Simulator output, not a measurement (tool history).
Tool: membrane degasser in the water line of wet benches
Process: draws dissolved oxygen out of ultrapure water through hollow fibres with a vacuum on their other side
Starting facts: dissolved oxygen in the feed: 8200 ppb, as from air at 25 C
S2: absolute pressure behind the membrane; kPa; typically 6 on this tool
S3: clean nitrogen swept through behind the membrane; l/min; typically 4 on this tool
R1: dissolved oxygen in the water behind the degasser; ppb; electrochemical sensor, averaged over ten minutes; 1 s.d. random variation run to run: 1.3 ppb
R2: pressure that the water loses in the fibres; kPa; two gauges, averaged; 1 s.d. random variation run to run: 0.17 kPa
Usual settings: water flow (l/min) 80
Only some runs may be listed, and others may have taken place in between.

{"run": 1, "hour": 0.0, "water flow (l/min)": 80, "S2": 6, "S3": 4, "R1": 160.6, "R2": 31.59}
{"hour": 49.5, "done": "vacuum gauge calibrated"}
{"run": 2, "hour": 90.7, "water flow (l/min)": 80, "S2": 6, "S3": 4, "R1": 130.5, "R2": 32.1}
{"run": 3, "hour": 240.4, "water flow (l/min)": 80, "S2": 6, "S3": 4, "R1": 133.7, "R2": 31.96}
{"run": 4, "hour": 332.6, "water flow (l/min)": 80, "S2": 10.76, "S3": 4, "R1": 336.6, "R2": 32.3}
{"run": 5, "hour": 498.4, "water flow (l/min)": 80, "S2": 10.76, "S3": 4, "R1": 337.1, "R2": 32.33}
{"run": 6, "hour": 579.2, "water flow (l/min)": 80, "S2": 10.76, "S3": 4, "R1": 341.6, "R2": 32.21}
{"run": 7, "hour": 701.7, "water flow (l/min)": 80, "S2": 10.76, "S3": 4, "R1": 341.8, "R2": 32.19}
{"run": 8, "hour": 830.0, "water flow (l/min)": 80, "S2": 6, "S3": 4, "R1": 139.1, "R2": 32.35}
{"run": 9, "hour": 967.5, "water flow (l/min)": 80, "S2": 14.66, "S3": 4, "R1": 507.3, "R2": 32.21}
{"run": 10, "hour": 1102.5, "water flow (l/min)": 80, "S2": 14.66, "S3": 4, "R1": 498.7, "R2": 32.46}
{"run": 11, "hour": 1228.9, "water flow (l/min)": 80, "S2": 14.66, "S3": 4, "R1": 494.6, "R2": 32.26}
{"run": 12, "hour": 1360.4, "water flow (l/min)": 80, "S2": 14.66, "S3": 4, "R1": 498.4, "R2": 32.52}
{"run": 13, "hour": 1450.4, "water flow (l/min)": 80, "S2": 14.66, "S3": 4, "R1": 501, "R2": 32.65}
{"run": 14, "hour": 1553.2, "water flow (l/min)": 68, "S2": 6, "S3": 2.24, "R1": 189.1, "R2": 27.82}
{"run": 15, "hour": 1721.0, "water flow (l/min)": 80, "S2": 7.95, "S3": 6.22, "R1": 155.2, "R2": 32.84}
{"run": 16, "hour": 1821.1, "water flow (l/min)": 80, "S2": 7.95, "S3": 6.22, "R1": 155.9, "R2": 32.6}
{"run": 17, "hour": 1899.5, "water flow (l/min)": 114, "S2": 6.16, "S3": 5.8, "R1": 186.5, "R2": 46.48}
{"run": 18, "hour": 2027.7, "water flow (l/min)": 80, "S2": 4.32, "S3": 1.7, "R1": 124.2, "R2": 32.83}
{"run": 19, "hour": 2144.8, "water flow (l/min)": 63, "S2": 3.65, "S3": 2.56, "R1": 35.4, "R2": 25.67}
{"run": 20, "hour": 2280.2, "water flow (l/min)": 64, "S2": 6.11, "S3": 3.8, "R1": 120.5, "R2": 26.21}
{"run": 21, "hour": 2399.7, "water flow (l/min)": 113, "S2": 6, "S3": 2.4, "R1": 317.2, "R2": 46.29}
{"run": 22, "hour": 2501.0, "water flow (l/min)": 97, "S2": 6, "S3": 3.99, "R1": 184.6, "R2": 39.94}
{"run": 23, "hour": 2626.3, "water flow (l/min)": 59, "S2": 6.61, "S3": 4.25, "R1": 119.2, "R2": 23.86}
{"run": 24, "hour": 2706.9, "water flow (l/min)": 124, "S2": 9.99, "S3": 4, "R1": 510.3, "R2": 50.97}
{"run": 25, "hour": 2822.0, "water flow (l/min)": 86, "S2": 6.77, "S3": 1.65, "R1": 373, "R2": 35.49}
{"run": 26, "hour": 2951.2, "water flow (l/min)": 86, "S2": 6.77, "S3": 1.65, "R1": 380.5, "R2": 35.73}

Table of differences, measured result less the result of that run with no hidden state. Run-to-run variation is the same in both. Gauge scatter possibly is not:
The tool's hidden condition here consists of: membrane still open, %; true pressure behind the membrane over the reading, kPa; air that leaks in behind the membrane, l/min; drift of the gauge itself on oxygen_ppb, %; drift of the gauge itself on loss_of_pressure_kpa, %.
run=1 R1=+31.2 R2=+1.97
run=2 R1=+2.9 R2=+2.02
run=3 R1=+3.7 R2=+2.08
run=4 R1=+4.6 R2=+2.11
run=5 R1=+5.3 R2=+2.19
run=6 R1=+5.8 R2=+2.21
run=7 R1=+6.3 R2=+2.25
run=8 R1=+6.4 R2=+2.31
run=9 R1=+8 R2=+2.37
run=10 R1=+8.5 R2=+2.43
run=11 R1=+9 R2=+2.46
run=12 R1=+9.7 R2=+2.53
run=13 R1=+10.2 R2=+2.58
run=14 R1=+8.6 R2=+2.23
run=15 R1=+9.1 R2=+2.67
run=16 R1=+9.5 R2=+2.71
run=17 R1=+25 R2=+3.92
run=18 R1=+17.1 R2=+2.82
run=19 R1=+9.6 R2=+2.24
run=20 R1=+8.7 R2=+2.32
run=21 R1=+34.3 R2=+4.18
run=22 R1=+21.9 R2=+3.63
run=23 R1=+8.4 R2=+2.24
run=24 R1=+38.9 R2=+4.77
run=25 R1=+25.8 R2=+3.37
run=26 R1=+27.3 R2=+3.43

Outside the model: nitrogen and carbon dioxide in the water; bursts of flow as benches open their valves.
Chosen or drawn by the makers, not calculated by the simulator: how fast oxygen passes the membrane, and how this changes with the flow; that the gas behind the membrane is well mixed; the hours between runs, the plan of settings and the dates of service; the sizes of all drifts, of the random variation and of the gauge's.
